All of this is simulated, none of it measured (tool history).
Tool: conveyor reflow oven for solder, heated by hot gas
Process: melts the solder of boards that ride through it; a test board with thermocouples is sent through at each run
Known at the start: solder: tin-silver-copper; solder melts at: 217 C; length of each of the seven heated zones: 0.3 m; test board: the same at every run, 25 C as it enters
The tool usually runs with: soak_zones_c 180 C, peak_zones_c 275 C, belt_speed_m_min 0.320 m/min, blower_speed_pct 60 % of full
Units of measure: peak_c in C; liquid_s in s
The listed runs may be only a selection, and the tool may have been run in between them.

run 1 hour=0.0 | soak_zones_c=180 peak_zones_c=275 belt_speed_m_min=0.320 blower_speed_pct=60 | peak_c=263.8 liquid_s=99.9
run 2 hour=17.4 | soak_zones_c=180 peak_zones_c=275 belt_speed_m_min=0.320 blower_speed_pct=60 | peak_c=263.4 liquid_s=98.4
run 3 hour=36.1 | soak_zones_c=180 peak_zones_c=275 belt_speed_m_min=0.285 blower_speed_pct=60 | peak_c=266.1 liquid_s=113.9
-- hour=47.8 flux residue cleaned out of gas plates and filters
run 4 hour=55.6 | soak_zones_c=180 peak_zones_c=275 belt_speed_m_min=0.285 blower_speed_pct=60 | peak_c=266.4 liquid_s=114.1
run 5 hour=69.5 | soak_zones_c=180 peak_zones_c=275 belt_speed_m_min=0.285 blower_speed_pct=60 | peak_c=266.6 liquid_s=113.6
run 6 hour=91.6 | soak_zones_c=180 peak_zones_c=275 belt_speed_m_min=0.320 blower_speed_pct=60 | peak_c=264.0 liquid_s=99.2
run 7 hour=111.7 | soak_zones_c=180 peak_zones_c=275 belt_speed_m_min=0.320 blower_speed_pct=60 | peak_c=264.0 liquid_s=98.8
run 8 hour=130.0 | soak_zones_c=180 peak_zones_c=275 belt_speed_m_min=0.320 blower_speed_pct=60 | peak_c=264.2 liquid_s=99.4
run 9 hour=142.9 | soak_zones_c=180 peak_zones_c=275 belt_speed_m_min=0.320 blower_speed_pct=60 | peak_c=263.3 liquid_s=98.9
run 10 hour=153.4 | soak_zones_c=180 peak_zones_c=275 belt_speed_m_min=0.320 blower_speed_pct=60 | peak_c=262.9 liquid_s=98.8
run 11 hour=169.3 | soak_zones_c=180 peak_zones_c=275 belt_speed_m_min=0.320 blower_speed_pct=60 | peak_c=264.0 liquid_s=99.2
run 12 hour=179.0 | soak_zones_c=180 peak_zones_c=275 belt_speed_m_min=0.320 blower_speed_pct=60 | peak_c=263.5 liquid_s=98.8
run 13 hour=196.2 | soak_zones_c=180 peak_zones_c=275 belt_speed_m_min=0.320 blower_speed_pct=60 | peak_c=263.2 liquid_s=99.2
run 14 hour=218.6 | soak_zones_c=180 peak_zones_c=275 belt_speed_m_min=0.320 blower_speed_pct=60 | peak_c=263.9 liquid_s=99.2
run 15 hour=233.4 | soak_zones_c=180 peak_zones_c=275 belt_speed_m_min=0.320 blower_speed_pct=60 | peak_c=263.9 liquid_s=98.4
run 16 hour=247.4 | soak_zones_c=184 peak_zones_c=275 belt_speed_m_min=0.320 blower_speed_pct=60 | peak_c=263.1 liquid_s=101.9

What will run 17 give?
run 17 hour=265.6 | soak_zones_c=193 peak_zones_c=275 belt_speed_m_min=0.336 blower_speed_pct=60 | peak_c=? liquid_s=?

peak_c: 264.5 C
liquid_s: 100.8 s
Take away the tool's hidden state, keep the run-to-run variation as it was, and the same run would have given peak_c 264.5 C, liquid_s 100.7 s.
